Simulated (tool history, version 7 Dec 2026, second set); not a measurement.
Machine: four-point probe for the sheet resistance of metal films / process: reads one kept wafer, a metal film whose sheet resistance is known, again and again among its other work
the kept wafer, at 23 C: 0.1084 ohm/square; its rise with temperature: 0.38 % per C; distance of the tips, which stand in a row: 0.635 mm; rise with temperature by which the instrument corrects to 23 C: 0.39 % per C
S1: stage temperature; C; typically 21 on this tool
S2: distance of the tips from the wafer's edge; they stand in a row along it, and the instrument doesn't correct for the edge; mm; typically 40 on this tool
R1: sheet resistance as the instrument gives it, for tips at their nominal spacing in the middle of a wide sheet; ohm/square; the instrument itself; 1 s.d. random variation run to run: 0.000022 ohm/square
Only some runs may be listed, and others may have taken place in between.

run	hour	S1	S2	R1
1	0.0	21	40	0.109110
2	14.5	21	40	0.109127
3	36.3	21	40	0.109149
4	51.0	21	40	0.109085
5	69.6	26	40	0.109055
6	84.4	26	40	0.109054
7	106.5	26	40	0.109076
8	115.7	24	40	0.109127
9	134.2	30	40	0.108974
10	154.1	30	40	0.108970
11	170.5	30	40	0.109011
12	184.6	30	40	0.108991
13	206.8	30	40	0.108993
14	228.3	21	3	0.111784
15	244.4	21	22	0.109259
16	265.5	21	14	0.109319
17	282.4	29	9	0.109375
18	304.3	29	9	0.109377
19	323.9	29	6	0.109756

Expected results for the next run?
20	346.5	23	20	?

Run 20 produced R1 0.109269 ohm/square.
If the tool had no hidden condition, the same run with the same run-to-run variation would have returned R1 0.108451 ohm/square.
